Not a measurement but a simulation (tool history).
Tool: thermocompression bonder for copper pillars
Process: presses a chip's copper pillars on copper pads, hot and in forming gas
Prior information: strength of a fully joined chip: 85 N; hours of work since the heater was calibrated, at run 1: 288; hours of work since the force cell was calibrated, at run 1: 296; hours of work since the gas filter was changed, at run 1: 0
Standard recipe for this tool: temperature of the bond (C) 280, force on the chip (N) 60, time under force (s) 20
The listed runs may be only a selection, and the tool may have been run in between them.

run,day,temperature of the bond (C),force on the chip (N),time under force (s),hours of work since the heater was calibrated,hours of work since the force cell was calibrated,hours of work since the gas filter was changed,force that shears a chip off (N)
1,0,280,60,20,288,296,0,38.3
2,0.575,280,60,20,298,306,10,39.3
3,0.967,278,60,20,304,313,16,37.4
4,1.412,278,60,20,312,320,24,37.9
5,2.171,278,60,26,325,333,36,41.9
6,2.908,278,60,26,337,345,49,41.5
7,3.512,280,60,20,347,355,59,38.3
8,4.233,280,60,20,359,368,71,38.9
9,4.833,280,46,20,369,378,81,32.2
10,5.525,280,46,20,381,389,93,32.5
11,5.908,280,46,20,387,396,99,32.6
12,6.312,280,46,20,394,403,106,33.9
13,6.871,280,46,56,404,412,115,46.7
14,7.812,280,46,56,419,428,131,46.3
15,8.471,280,46,56,430,439,142,46.7
16,8.912,280,60,19,438,446,150,36.4
17,9.667,280,60,19,451,459,162,36.6
18,10.404,280,60,53,463,471,175,52.9
19,10.821,280,60,53,470,478,182,51.5
20,11.342,280,60,53,479,487,191,51.8
21,12.292,281,52,53,495,503,207,48.5
22,13.012,297,65,19,507,515,219,46.2
23,13.908,280,72,25,522,530,234,45.3
24,14.808,307,65,20,537,545,249,51.1
25,15.558,293,69,20,549,558,261,45.1
26,16.408,280,37,11,564,572,276,21.3
27,16.817,260,60,47,571,579,283,39.3
28,17.558,260,60,47,583,591,295,39.3
29,18.129,280,55,20,593,601,305,35.4
30,18.908,287,55,20,606,614,318,39.7
31,19.733,280,43,20,620,628,332,29.7
32,20.212,280,43,20,628,636,340,31.6
33,21.025,280,39,35,641,650,353,34.8
34,21.825,280,65,20,655,663,367,38.3
35,22.654,280,43,13,669,677,381,25
36,23.158,280,43,13,677,686,389,24.5
37,23.575,282,50,20,684,693,396,34.2
38,24.458,302,60,12,699,707,411,38.2
39,25.158,292,85,12,711,719,423,42.7
40,26.05,292,85,12,726,734,438,41.6

Alternative continuations, all from the tool just after run 40; predict every row:
A,26.783,274,38,37,738,746,450,?
B,26.783,279,38,50,738,746,450,?
C,26.783,298,49,28,738,746,450,?

run,force that shears a chip off (N)
A,32.2
B,37.4
C,43.5
The same runs, with their run-to-run variation unchanged, on a tool lacking any hidden condition would have given:
run,force that shears a chip off (N)
A,32.8
B,38.5
C,45.3

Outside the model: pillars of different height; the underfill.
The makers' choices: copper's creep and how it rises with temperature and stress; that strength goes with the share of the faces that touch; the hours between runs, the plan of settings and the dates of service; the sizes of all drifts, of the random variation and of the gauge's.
